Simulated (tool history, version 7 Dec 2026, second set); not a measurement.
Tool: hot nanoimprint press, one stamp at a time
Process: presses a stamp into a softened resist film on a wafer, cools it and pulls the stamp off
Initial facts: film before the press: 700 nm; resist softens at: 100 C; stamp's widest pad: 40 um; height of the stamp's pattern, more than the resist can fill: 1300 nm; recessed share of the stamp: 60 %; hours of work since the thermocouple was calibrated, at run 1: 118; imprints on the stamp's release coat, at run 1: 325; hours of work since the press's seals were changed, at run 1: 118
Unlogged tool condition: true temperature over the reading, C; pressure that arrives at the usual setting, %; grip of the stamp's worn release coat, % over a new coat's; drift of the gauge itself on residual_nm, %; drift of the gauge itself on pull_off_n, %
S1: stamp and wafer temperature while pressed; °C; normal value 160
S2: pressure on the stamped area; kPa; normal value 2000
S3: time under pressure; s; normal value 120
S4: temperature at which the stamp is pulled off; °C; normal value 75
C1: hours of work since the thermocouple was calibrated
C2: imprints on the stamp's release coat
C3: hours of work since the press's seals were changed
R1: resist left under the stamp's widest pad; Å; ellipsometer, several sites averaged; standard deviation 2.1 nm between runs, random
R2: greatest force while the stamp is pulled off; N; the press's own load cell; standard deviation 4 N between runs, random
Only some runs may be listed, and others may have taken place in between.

Run 1, hour 0: usual settings; C1 118; C2 325; C3 118. Result: R1 3559 Å, R2 211 N.
Run 2, hour 36.6: usual settings; C1 144; C2 519; C3 144. Result: R1 3616 Å, R2 217 N.
Run 3, hour 77.3: usual settings but S2 2040 kPa; C1 172; C2 735; C3 172. Result: R1 3592 Å, R2 235 N.
At hour 162.2: stamp cleaned and given a new release coat.
Run 4, hour 163.9: usual settings but S2 2040 kPa; C1 229; C2 9; C3 229. Result: R1 3601 Å, R2 203 N.
Run 5, hour 215.6: usual settings but S2 2040 kPa; C1 265; C2 283; C3 265. Result: R1 3667 Å, R2 212 N.
Run 6, hour 260.8: usual settings but S2 2040 kPa; C1 297; C2 523; C3 297. Result: R1 3621 Å, R2 225 N.
Run 7, hour 330.3: usual settings but S2 2040 kPa; C1 346; C2 892; C3 346. Result: R1 3706 Å, R2 235 N.
At hour 384.5: stamp cleaned and given a new release coat.
Run 8, hour 401.9: usual settings but S3 79 s; C1 392; C2 92; C3 392. Result: R1 4277 Å, R2 207 N.
Run 9, hour 439.9: usual settings but S3 79 s; C1 419; C2 293; C3 419. Result: R1 4283 Å, R2 211 N.
Run 10, hour 490.4: usual settings; C1 454; C2 561; C3 454. Result: R1 3801 Å, R2 220 N.
Run 11, hour 543.2: usual settings; C1 491; C2 841; C3 491. Result: R1 3822 Å, R2 242 N.
Run 12, hour 588.5: usual settings but S4 63 °C; C1 523; C2 1082; C3 523. Result: R1 3834 Å, R2 273 N.
At hour 607.5: stamp cleaned and given a new release coat.
At hour 645.4: press's hydraulic seals changed and the load cell set to zero.
At hour 659.8: plate thermocouple calibrated.
Run 13, hour 671.7: usual settings but S4 73 °C; C1 8; C2 282; C3 16. Result: R1 3542 Å, R2 211 N.
Run 14, hour 740.2: usual settings but S4 73 °C; C1 56; C2 645; C3 65. Result: R1 3577 Å, R2 232 N.
Run 15, hour 816: usual settings but S1 150 °C, S3 158 s, S4 81 °C; C1 110; C2 1047; C3 118. Result: R1 5243 Å, R2 225 N.
At hour 841.8: stamp cleaned and given a new release coat.
Run 16, hour 906.4: usual settings but S3 61 s; C1 169; C2 343; C3 177. Result: R1 4444 Å, R2 211 N.
Run 17, hour 959.6: usual settings but S3 61 s; C1 206; C2 625; C3 214. Result: R1 4540 Å, R2 224 N.
Run 18, hour 1024.3: usual settings but S1 161 °C, S4 66 °C; C1 252; C2 968; C3 260. Result: R1 3539 Å, R2 266 N.
At hour 1064.7: stamp cleaned and given a new release coat.
Run 19, hour 1072.5: usual settings but S1 161 °C, S4 66 °C; C1 281; C2 41; C3 289. Result: R1 3554 Å, R2 215 N.
Run 20, hour 1127.7: usual settings but S1 161 °C, S3 85 s, S4 71 °C; C1 320; C2 334; C3 328. Result: R1 4021 Å, R2 225 N.
Run 21, hour 1200.4: usual settings but S1 161 °C, S3 85 s, S4 71 °C; C1 371; C2 720; C3 379. Result: R1 4012 Å, R2 235 N.
Run 22, hour 1241.4: usual settings but S1 161 °C, S3 85 s, S4 71 °C; C1 400; C2 937; C3 408. Result: R1 4065 Å, R2 246 N.
At hour 1290.8: stamp cleaned and given a new release coat.
Run 23, hour 1290.8: usual settings but S1 166 °C, S2 2250 kPa, S3 190 s, S4 71 °C; C1 430; C2 0; C3 439. Result: R1 2281 Å, R2 209 N.
Run 24, hour 1360.3: usual settings but S1 163 °C, S3 165 s; C1 479; C2 369; C3 487. Result: R1 3016 Å, R2 209 N.
Run 25, hour 1429.1: usual settings but S2 2150 kPa, S3 65 s; C1 528; C2 734; C3 536. Result: R1 4579 Å, R2 233 N.
At hour 1460.3: press's hydraulic seals changed and the load cell set to zero.
At hour 1482.3: plate thermocouple calibrated.
At hour 1525.9: stamp cleaned and given a new release coat.
Run 26, hour 1532.3: usual settings but S1 148 °C, S4 64 °C; C1 31; C2 34; C3 44. Result: R1 5730 Å, R2 218 N.
Run 27, hour 1613.5: usual settings but S3 149 s; C1 88; C2 465; C3 101. Result: R1 3253 Å, R2 204 N.
Run 28, hour 1681.1: usual settings but S4 60 °C; C1 135; C2 824; C3 149. Result: R1 3529 Å, R2 264 N.

Results for each run, recomputed without the tool's hidden state and with each run's random variation untouched:
run    R1   R2
  1  3476  195
  2  3513  191
  3  3467  197
  4  3435  201
  5  3475  196
  6  3410  198
  7  3455  191
  8  3981  200
  9  3967  195
 10  3468  190
 11  3462  197
 12  3445  211
 13  3475  196
 14  3475  199
 15  5082  176
 16  4250  193
 17  4315  191
 18  3299  212
 19  3291  211
 20  3714  205
 21  3670  196
 22  3697  196
 23  2028  206
 24  2662  188
 25  4096  193
 26  5742  217
 27  3221  182
 28  3460  219
